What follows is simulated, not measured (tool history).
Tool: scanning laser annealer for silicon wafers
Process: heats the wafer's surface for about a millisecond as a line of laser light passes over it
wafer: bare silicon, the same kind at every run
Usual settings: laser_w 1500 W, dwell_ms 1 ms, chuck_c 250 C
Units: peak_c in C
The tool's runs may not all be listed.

run,hour,laser_w,dwell_ms,chuck_c,peak_c
1,0,1500,1,250,923
2,37.9,1500,1,250,922
3,77.1,1500,1,250,918
4,109.6,1500,1,250,920
5,147.6,1500,1.09,250,944
6,185.7,1500,1.09,250,945
7,215,1500,1.09,250,943
8,246.6,1500,1.09,250,944
9,267.1,1466,1,250,892
10,285,1295,1.14,250,846
# hour 307.6: optics aligned, line set to its width
11,323.9,1295,0.84,220,742
12,366.5,1295,1.25,244,883
13,408.3,1295,1.25,244,883
14,441.7,1369,1.25,238,917
15,476.2,1606,0.99,222,942
16,518.1,1550,0.7,269,844
# hour 537.6: window over the wafer cleaned
17,558.9,1550,0.7,269,884

Forecast each of these 4 alternatives for the next run:
A,581.4,1608,0.74,221,?
B,581.4,1445,1.03,267,?
C,581.4,1316,0.7,238,?
D,581.4,1550,0.78,266,?

run,peak_c
A,877
B,952
C,745
D,915
Without the tool's hidden state the same runs would have given:
run,peak_c
A,884
B,959
C,751
D,922
